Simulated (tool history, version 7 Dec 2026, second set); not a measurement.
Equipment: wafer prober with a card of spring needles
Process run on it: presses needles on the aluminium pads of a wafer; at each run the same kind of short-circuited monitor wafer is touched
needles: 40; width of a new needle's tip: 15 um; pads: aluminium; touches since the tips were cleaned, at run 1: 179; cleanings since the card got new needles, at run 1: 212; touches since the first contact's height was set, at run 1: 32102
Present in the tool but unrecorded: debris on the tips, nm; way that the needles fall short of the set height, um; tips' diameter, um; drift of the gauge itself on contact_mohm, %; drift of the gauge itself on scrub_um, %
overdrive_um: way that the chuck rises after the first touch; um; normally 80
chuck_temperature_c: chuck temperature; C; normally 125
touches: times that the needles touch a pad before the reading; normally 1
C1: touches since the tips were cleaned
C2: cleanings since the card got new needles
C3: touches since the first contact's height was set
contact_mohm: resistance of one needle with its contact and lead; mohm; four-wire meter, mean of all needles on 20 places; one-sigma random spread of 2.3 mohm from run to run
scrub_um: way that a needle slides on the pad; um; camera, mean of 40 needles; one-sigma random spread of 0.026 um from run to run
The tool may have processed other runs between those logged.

{"run": 1, "hour": 0.0, "overdrive_um": 80, "chuck_temperature_c": 125, "touches": 1, "C1": 179, "C2": 212, "C3": 32102, "contact_mohm": 272, "scrub_um": 12.03}
{"hour": 13.3, "done": "tips cleaned on abrasive film"}
{"hour": 29.8, "done": "tips cleaned on abrasive film"}
{"hour": 46.4, "done": "tips cleaned on abrasive film"}
{"run": 2, "hour": 52.9, "overdrive_um": 80, "chuck_temperature_c": 125, "touches": 1, "C1": 2754, "C2": 215, "C3": 54288, "contact_mohm": 375, "scrub_um": 11.91}
{"hour": 62.9, "done": "tips cleaned on abrasive film"}
{"hour": 79.5, "done": "tips cleaned on abrasive film"}
{"hour": 92.8, "done": "tips cleaned on abrasive film"}
{"hour": 109.3, "done": "tips cleaned on abrasive film"}
{"run": 3, "hour": 116.0, "overdrive_um": 80, "chuck_temperature_c": 125, "touches": 1, "C1": 2822, "C2": 219, "C3": 80704, "contact_mohm": 382, "scrub_um": 11.81}
{"hour": 122.7, "done": "tips cleaned on abrasive film"}
{"hour": 136.0, "done": "tips cleaned on abrasive film"}
{"hour": 145.9, "done": "tips cleaned on abrasive film, once more"}
{"hour": 159.2, "done": "tips cleaned on abrasive film"}
{"hour": 175.8, "done": "tips cleaned on abrasive film"}
{"run": 4, "hour": 185.4, "overdrive_um": 80, "chuck_temperature_c": 48, "touches": 1, "C1": 4062, "C2": 224, "C3": 109741, "contact_mohm": 417, "scrub_um": 11.81}
{"hour": 192.1, "done": "tips cleaned on abrasive film"}
{"hour": 205.4, "done": "tips cleaned on abrasive film"}
{"hour": 218.6, "done": "tips cleaned on abrasive film"}
{"run": 5, "hour": 231.7, "overdrive_um": 80, "chuck_temperature_c": 53, "touches": 1, "C1": 5490, "C2": 227, "C3": 129111, "contact_mohm": 434, "scrub_um": 11.71}
{"hour": 235.1, "done": "tips cleaned on abrasive film"}
{"hour": 248.3, "done": "tips cleaned on abrasive film"}
{"hour": 264.9, "done": "tips cleaned on abrasive film"}
{"hour": 271.8, "done": "height of the first contact set anew"}
{"hour": 281.8, "done": "tips cleaned on abrasive film"}
{"run": 6, "hour": 285.6, "overdrive_um": 80, "chuck_temperature_c": 53, "touches": 1, "C1": 1599, "C2": 231, "C3": 5762, "contact_mohm": 355, "scrub_um": 12.05}
{"hour": 295.5, "done": "tips cleaned on abrasive film"}
{"hour": 312.1, "done": "tips cleaned on abrasive film"}
{"hour": 325.4, "done": "tips cleaned on abrasive film"}
{"hour": 341.9, "done": "tips cleaned on abrasive film"}
{"hour": 358.5, "done": "tips cleaned on abrasive film"}
{"run": 7, "hour": 359.0, "overdrive_um": 80, "chuck_temperature_c": 53, "touches": 1, "C1": 205, "C2": 236, "C3": 36502, "contact_mohm": 271, "scrub_um": 12.01}
{"hour": 372.3, "done": "tips cleaned on abrasive film"}
{"hour": 385.5, "done": "tips cleaned on abrasive film"}
{"hour": 398.8, "done": "tips cleaned on abrasive film"}
{"hour": 413.7, "done": "tips cleaned on abrasive film"}
{"run": 8, "hour": 413.7, "overdrive_um": 80, "chuck_temperature_c": 82, "touches": 3, "C1": 0, "C2": 240, "C3": 59388, "contact_mohm": 258, "scrub_um": 11.97}
{"hour": 427.0, "done": "tips cleaned on abrasive film"}
{"hour": 443.5, "done": "tips cleaned on abrasive film"}
{"hour": 460.1, "done": "tips cleaned on abrasive film"}
{"hour": 476.7, "done": "tips cleaned on abrasive film"}
{"run": 9, "hour": 478.2, "overdrive_um": 100, "chuck_temperature_c": 63, "touches": 3, "C1": 669, "C2": 244, "C3": 86427, "contact_mohm": 258, "scrub_um": 14.88}
{"hour": 491.5, "done": "tips cleaned on abrasive film"}
{"hour": 508.1, "done": "tips cleaned on abrasive film"}
{"hour": 521.3, "done": "tips cleaned on abrasive film"}
{"hour": 537.5, "done": "tips cleaned on abrasive film"}
{"run": 10, "hour": 537.5, "overdrive_um": 100, "chuck_temperature_c": 63, "touches": 3, "C1": 0, "C2": 248, "C3": 111244, "contact_mohm": 243, "scrub_um": 14.83}
{"hour": 554.1, "done": "tips cleaned on abrasive film"}
{"hour": 567.4, "done": "tips cleaned on abrasive film"}
{"hour": 583.9, "done": "tips cleaned on abrasive film"}
{"hour": 597.2, "done": "tips cleaned on abrasive film"}
{"run": 11, "hour": 602.1, "overdrive_um": 80, "chuck_temperature_c": 90, "touches": 1, "C1": 2071, "C2": 252, "C3": 138297, "contact_mohm": 378, "scrub_um": 11.78}
{"hour": 612.1, "done": "tips cleaned on abrasive film"}
{"hour": 619.0, "done": "height of the first contact set anew"}
{"hour": 625.7, "done": "tips cleaned on abrasive film"}
{"hour": 642.2, "done": "tips cleaned on abrasive film"}
{"hour": 655.5, "done": "tips cleaned on abrasive film"}
{"hour": 672.1, "done": "tips cleaned on abrasive film"}
{"run": 12, "hour": 675.9, "overdrive_um": 82, "chuck_temperature_c": 45, "touches": 3, "C1": 1630, "C2": 257, "C3": 23837, "contact_mohm": 281, "scrub_um": 12.34}
{"hour": 685.9, "done": "tips cleaned on abrasive film"}
{"hour": 699.2, "done": "tips cleaned on abrasive film"}
{"hour": 712.4, "done": "tips cleaned on abrasive film"}
{"run": 13, "hour": 721.3, "overdrive_um": 82, "chuck_temperature_c": 45, "touches": 3, "C1": 3732, "C2": 260, "C3": 42836, "contact_mohm": 306, "scrub_um": 12.26}

What if the next run were any one of these 4? Each begins from the tool's condition after run 13:
{"hour": 728.0, "done": "tips cleaned on abrasive film"}
{"hour": 741.3, "done": "tips cleaned on abrasive film"}
{"hour": 757.8, "done": "tips cleaned on abrasive film"}
{"hour": 771.1, "done": "tips cleaned on abrasive film"}
{"run": "A", "hour": 774.9, "overdrive_um": 97, "chuck_temperature_c": 68, "touches": 1, "C1": 1599, "C2": 264, "C3": 65254, "contact_mohm": "?", "scrub_um": "?"}
{"hour": 728.0, "done": "tips cleaned on abrasive film"}
{"hour": 741.3, "done": "tips cleaned on abrasive film"}
{"hour": 757.8, "done": "tips cleaned on abrasive film"}
{"hour": 771.1, "done": "tips cleaned on abrasive film"}
{"run": "B", "hour": 774.9, "overdrive_um": 95, "chuck_temperature_c": 67, "touches": 1, "C1": 1599, "C2": 264, "C3": 65254, "contact_mohm": "?", "scrub_um": "?"}
{"hour": 728.0, "done": "tips cleaned on abrasive film"}
{"hour": 741.3, "done": "tips cleaned on abrasive film"}
{"hour": 757.8, "done": "tips cleaned on abrasive film"}
{"hour": 771.1, "done": "tips cleaned on abrasive film"}
{"run": "C", "hour": 774.9, "overdrive_um": 77, "chuck_temperature_c": 30, "touches": 1, "C1": 1599, "C2": 264, "C3": 65254, "contact_mohm": "?", "scrub_um": "?"}
{"hour": 728.0, "done": "tips cleaned on abrasive film"}
{"hour": 741.3, "done": "tips cleaned on abrasive film"}
{"hour": 757.8, "done": "tips cleaned on abrasive film"}
{"hour": 771.1, "done": "tips cleaned on abrasive film"}
{"run": "D", "hour": 774.9, "overdrive_um": 82, "chuck_temperature_c": 38, "touches": 1, "C1": 1599, "C2": 264, "C3": 65254, "contact_mohm": "?", "scrub_um": "?"}

run=A contact_mohm=334 scrub_um=14.51
run=B contact_mohm=333 scrub_um=14.20
run=C contact_mohm=380 scrub_um=11.41
run=D contact_mohm=364 scrub_um=12.24
Without the tool's hidden state the same runs would have given:
run=A contact_mohm=240 scrub_um=14.67
run=B contact_mohm=236 scrub_um=14.36
run=C contact_mohm=230 scrub_um=11.57
run=D contact_mohm=231 scrub_um=12.40
